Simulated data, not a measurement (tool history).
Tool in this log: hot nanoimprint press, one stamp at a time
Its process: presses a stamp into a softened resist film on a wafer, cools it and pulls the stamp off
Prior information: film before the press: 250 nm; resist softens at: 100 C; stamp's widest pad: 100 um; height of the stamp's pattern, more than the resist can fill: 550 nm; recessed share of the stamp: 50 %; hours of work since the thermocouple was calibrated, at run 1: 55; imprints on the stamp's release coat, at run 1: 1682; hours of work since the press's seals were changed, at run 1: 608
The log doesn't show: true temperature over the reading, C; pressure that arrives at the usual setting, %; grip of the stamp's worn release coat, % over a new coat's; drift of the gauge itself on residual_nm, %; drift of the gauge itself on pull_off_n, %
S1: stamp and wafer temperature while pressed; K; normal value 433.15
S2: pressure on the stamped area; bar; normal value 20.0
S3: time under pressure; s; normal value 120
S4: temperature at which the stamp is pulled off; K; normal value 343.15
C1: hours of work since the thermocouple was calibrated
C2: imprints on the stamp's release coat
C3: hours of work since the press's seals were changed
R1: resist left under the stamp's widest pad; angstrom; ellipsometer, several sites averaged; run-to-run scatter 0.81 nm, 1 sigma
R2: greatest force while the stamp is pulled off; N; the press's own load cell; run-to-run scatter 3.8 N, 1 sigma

run	hour	S1	S2	S3	S4	C1	C2	C3	R1	R2
1	0.0	433.15	20.0	120	343.15	55	1682	608	1076	185
2	78.7	433.15	20.0	120	343.15	93	1810	646	1059	182
# hour 119.6: stamp cleaned and given a new release coat
3	184.1	433.15	20.0	238	343.15	140	105	693	828	181
4	228.2	433.15	20.0	238	343.15	161	177	714	832	184
5	283.0	433.15	20.0	238	343.15	187	267	740	837	183
6	357.3	433.15	20.0	238	343.15	222	389	775	822	185
7	404.3	433.15	20.0	238	343.15	245	466	798	841	182
# hour 438.8: plate thermocouple calibrated
8	450.0	433.15	20.0	238	343.15	5	536	818	825	184
9	521.0	433.15	20.0	238	343.15	39	652	852	843	179
10	594.7	433.15	20.0	238	343.15	74	772	887	836	180
11	684.2	433.15	20.0	238	343.15	117	919	929	838	179
12	752.0	433.15	20.0	120	343.15	149	1030	961	1065	186
13	849.1	433.15	20.0	120	343.15	195	1189	1008	1050	181
# hour 893.6: press's hydraulic seals changed and the load cell set to zero
14	931.9	433.15	20.0	120	343.15	230	1311	18	1080	181
# hour 1001.8: plate thermocouple calibrated
15	1011.3	433.15	20.0	120	343.15	5	1437	54	1058	183
16	1084.7	433.15	20.0	120	337.15	39	1557	89	1083	201
17	1160.1	433.15	20.0	120	337.15	75	1680	125	1068	198
18	1249.7	433.15	18.7	120	343.15	118	1827	168	1106	180
# hour 1281.7: stamp cleaned and given a new release coat
19	1330.5	433.15	18.7	120	343.15	153	80	203	1101	180
20	1414.0	433.15	20.0	63	343.15	193	217	243	1326	179
21	1478.1	433.15	20.0	63	343.15	223	322	273	1312	188
22	1521.9	442.15	26.1	155	343.15	244	394	294	515	184

Run 23 is up next; what results do you expect?
# hour 1558.9: plate thermocouple calibrated
23	1573.0	442.15	26.1	155	343.15	7	472	317	?	?

{"run 23": {"R1": 535, "R2": 183}}
With no hidden state in the tool, this same run would have given R1 534 angstrom, R2 182 N.
